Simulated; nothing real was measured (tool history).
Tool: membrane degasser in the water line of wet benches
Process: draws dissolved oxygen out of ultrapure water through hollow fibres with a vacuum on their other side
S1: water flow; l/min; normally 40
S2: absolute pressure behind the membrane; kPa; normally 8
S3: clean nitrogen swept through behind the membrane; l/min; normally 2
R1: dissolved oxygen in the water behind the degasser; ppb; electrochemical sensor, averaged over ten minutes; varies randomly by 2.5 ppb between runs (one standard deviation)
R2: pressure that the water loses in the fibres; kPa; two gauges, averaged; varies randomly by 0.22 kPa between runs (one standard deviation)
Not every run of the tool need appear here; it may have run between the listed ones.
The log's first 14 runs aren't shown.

| run | hour | S1 | S2 | S3 | R1 | R2 |
|---|---|---|---|---|---|---|
|  | 1938.4 | gauge calibrated |
| 15 | 2010.6 | 40 | 19.53 | 2 | 703.7 | 54.73 |
| 16 | 2106.4 | 40 | 19.53 | 2 | 711.7 | 54.41 |
| 17 | 2211.4 | 40 | 19.53 | 2 | 707.4 | 54.5 |
| 18 | 2398 | 61 | 8 | 5.92 | 225.9 | 83.19 |
|  | 2431.8 | seals of the vacuum lines changed |
| 19 | 2586 | 61 | 8 | 1.81 | 431.7 | 82.49 |
| 20 | 2737.9 | 61 | 8 | 1.81 | 430.6 | 82.3 |
| 21 | 2879.2 | 61 | 8 | 1.81 | 428.3 | 82.41 |
| 22 | 2972.3 | 41 | 8 | 1.81 | 270.5 | 55.35 |
| 23 | 3125.1 | 31 | 5.1 | 1.63 | 95.9 | 41.68 |
| 24 | 3236.5 | 24 | 5.1 | 1.63 | 70.8 | 32.07 |
| 25 | 3355.3 | 36 | 8.47 | 1.6 | 273.5 | 48.22 |
| 26 | 3499.2 | 37 | 12.73 | 2 | 403.1 | 49.77 |
| 27 | 3609.8 | 37 | 12.73 | 2 | 407.9 | 49.75 |

For run 28, what comes out?
| 28 | 3762.2 | 27 | 7.68 | 2.38 | ? | ? |

{"run 28": {"R1": 128.5, "R2": 36.14}}
On a tool with no hidden condition, and with the same random variation, this run would have come out at R1 128.3 ppb, R2 37.04 kPa.
